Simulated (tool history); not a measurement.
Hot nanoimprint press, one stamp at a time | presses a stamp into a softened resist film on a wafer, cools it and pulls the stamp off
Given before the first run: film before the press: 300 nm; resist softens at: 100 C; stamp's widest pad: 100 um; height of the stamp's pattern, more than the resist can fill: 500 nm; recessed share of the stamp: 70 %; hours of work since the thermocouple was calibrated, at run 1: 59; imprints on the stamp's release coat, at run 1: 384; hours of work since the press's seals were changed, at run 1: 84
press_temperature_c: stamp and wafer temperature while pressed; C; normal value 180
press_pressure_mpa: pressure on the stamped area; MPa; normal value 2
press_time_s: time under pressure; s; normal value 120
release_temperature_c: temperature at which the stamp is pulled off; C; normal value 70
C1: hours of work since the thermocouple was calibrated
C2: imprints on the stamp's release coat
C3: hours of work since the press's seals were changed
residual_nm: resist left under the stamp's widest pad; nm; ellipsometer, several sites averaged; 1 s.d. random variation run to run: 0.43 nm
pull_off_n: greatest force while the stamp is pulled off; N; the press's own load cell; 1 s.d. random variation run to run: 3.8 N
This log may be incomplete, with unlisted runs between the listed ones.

{"run": 1, "hour": 0.0, "press_temperature_c": 180, "press_pressure_mpa": 2, "press_time_s": 120, "release_temperature_c": 70, "C1": 59, "C2": 384, "C3": 84, "residual_nm": 123.5, "pull_off_n": 199}
{"run": 2, "hour": 11.9, "press_temperature_c": 180, "press_pressure_mpa": 2, "press_time_s": 229, "release_temperature_c": 70, "C1": 64, "C2": 425, "C3": 89, "residual_nm": 95.9, "pull_off_n": 208}
{"run": 3, "hour": 18.4, "press_temperature_c": 180, "press_pressure_mpa": 2, "press_time_s": 229, "release_temperature_c": 70, "C1": 67, "C2": 446, "C3": 91, "residual_nm": 96.4, "pull_off_n": 204}
{"run": 4, "hour": 24.4, "press_temperature_c": 180, "press_pressure_mpa": 2, "press_time_s": 120, "release_temperature_c": 70, "C1": 70, "C2": 467, "C3": 94, "residual_nm": 123.4, "pull_off_n": 209}
{"run": 5, "hour": 30.8, "press_temperature_c": 180, "press_pressure_mpa": 2, "press_time_s": 120, "release_temperature_c": 70, "C1": 72, "C2": 488, "C3": 97, "residual_nm": 123, "pull_off_n": 202}
{"run": 6, "hour": 42.8, "press_temperature_c": 180, "press_pressure_mpa": 2, "press_time_s": 120, "release_temperature_c": 70, "C1": 77, "C2": 529, "C3": 102, "residual_nm": 123.2, "pull_off_n": 196}
{"run": 7, "hour": 50.5, "press_temperature_c": 191, "press_pressure_mpa": 2, "press_time_s": 120, "release_temperature_c": 70, "C1": 81, "C2": 555, "C3": 105, "residual_nm": 90.9, "pull_off_n": 206}
{"run": 8, "hour": 61.6, "press_temperature_c": 180, "press_pressure_mpa": 1.58, "press_time_s": 120, "release_temperature_c": 70, "C1": 85, "C2": 593, "C3": 110, "residual_nm": 139.1, "pull_off_n": 207}
{"hour": 65.2, "done": "plate thermocouple calibrated"}
{"run": 9, "hour": 72.2, "press_temperature_c": 180, "press_pressure_mpa": 1.58, "press_time_s": 120, "release_temperature_c": 70, "C1": 3, "C2": 619, "C3": 113, "residual_nm": 139.2, "pull_off_n": 214}
{"run": 10, "hour": 83.9, "press_temperature_c": 180, "press_pressure_mpa": 1.58, "press_time_s": 120, "release_temperature_c": 70, "C1": 8, "C2": 659, "C3": 118, "residual_nm": 138.6, "pull_off_n": 212}
{"run": 11, "hour": 90.3, "press_temperature_c": 180, "press_pressure_mpa": 1.58, "press_time_s": 120, "release_temperature_c": 70, "C1": 11, "C2": 680, "C3": 121, "residual_nm": 139.2, "pull_off_n": 222}
{"hour": 95.7, "done": "plate thermocouple calibrated, once more"}
{"run": 12, "hour": 104.9, "press_temperature_c": 180, "press_pressure_mpa": 2, "press_time_s": 184, "release_temperature_c": 67, "C1": 4, "C2": 720, "C3": 126, "residual_nm": 104.8, "pull_off_n": 231}
{"run": 13, "hour": 118.9, "press_temperature_c": 180, "press_pressure_mpa": 2, "press_time_s": 184, "release_temperature_c": 67, "C1": 10, "C2": 767, "C3": 132, "residual_nm": 104.5, "pull_off_n": 231}
{"run": 14, "hour": 132.9, "press_temperature_c": 180, "press_pressure_mpa": 1.25, "press_time_s": 120, "release_temperature_c": 70, "C1": 16, "C2": 815, "C3": 138, "residual_nm": 152.8, "pull_off_n": 225}
{"run": 15, "hour": 138.6, "press_temperature_c": 189, "press_pressure_mpa": 2.19, "press_time_s": 198, "release_temperature_c": 75, "C1": 18, "C2": 834, "C3": 140, "residual_nm": 74, "pull_off_n": 210}
{"run": 16, "hour": 148.6, "press_temperature_c": 190, "press_pressure_mpa": 2, "press_time_s": 120, "release_temperature_c": 69, "C1": 23, "C2": 868, "C3": 144, "residual_nm": 93.5, "pull_off_n": 228}
{"run": 17, "hour": 160.2, "press_temperature_c": 190, "press_pressure_mpa": 1.74, "press_time_s": 152, "release_temperature_c": 67, "C1": 27, "C2": 907, "C3": 149, "residual_nm": 91.2, "pull_off_n": 246}
{"run": 18, "hour": 169.1, "press_temperature_c": 177, "press_pressure_mpa": 1.24, "press_time_s": 140, "release_temperature_c": 61, "C1": 31, "C2": 938, "C3": 153, "residual_nm": 159.1, "pull_off_n": 258}
{"run": 19, "hour": 175.8, "press_temperature_c": 175, "press_pressure_mpa": 1.78, "press_time_s": 120, "release_temperature_c": 70, "C1": 34, "C2": 960, "C3": 156, "residual_nm": 149.9, "pull_off_n": 234}
{"run": 20, "hour": 186.3, "press_temperature_c": 185, "press_pressure_mpa": 1.96, "press_time_s": 153, "release_temperature_c": 59, "C1": 39, "C2": 996, "C3": 160, "residual_nm": 98, "pull_off_n": 272}
{"run": 21, "hour": 195.1, "press_temperature_c": 172, "press_pressure_mpa": 2.82, "press_time_s": 102, "release_temperature_c": 67, "C1": 42, "C2": 1026, "C3": 164, "residual_nm": 138.6, "pull_off_n": 235}
{"run": 22, "hour": 202.3, "press_temperature_c": 189, "press_pressure_mpa": 2, "press_time_s": 134, "release_temperature_c": 70, "C1": 45, "C2": 1050, "C3": 167, "residual_nm": 91.5, "pull_off_n": 230}

A few steps of residual_nm between consecutive runs. Split each: what settings, incoming material and random variation would produce without the hidden state, and what is left over for the hidden state, along with gauge scatter present in only one of the two compared results (measured, and without hidden state):
Unlogged tool condition in this case: true temperature over the reading, C; pressure that arrives at the usual setting, %; grip of the stamp's worn release coat, % over a new coat's; drift of the gauge itself on residual_nm, %; drift of the gauge itself on pull_off_n, %.
Run 8 -> 9: plate thermocouple calibrated. residual_nm +0.1 nm: hidden state +0.5, all else -0.4.
Run 11 -> 12: press_pressure_mpa 1.58 -> 2, press_time_s 120 -> 184, release_temperature_c 70 -> 67, plate thermocouple calibrated, once more. residual_nm -34.4 nm: hidden state -1.3, all else -33.1.
Run 14 -> 15: press_temperature_c 180 -> 189, press_pressure_mpa 1.25 -> 2.19, press_time_s 120 -> 198, release_temperature_c 70 -> 75. residual_nm -78.8 nm: hidden state -0.1, all else -78.7.
Run 17 -> 18: press_temperature_c 190 -> 177, press_pressure_mpa 1.74 -> 1.24, press_time_s 152 -> 140, release_temperature_c 67 -> 61. residual_nm +67.9 nm: hidden state +0.3, all else +67.6.
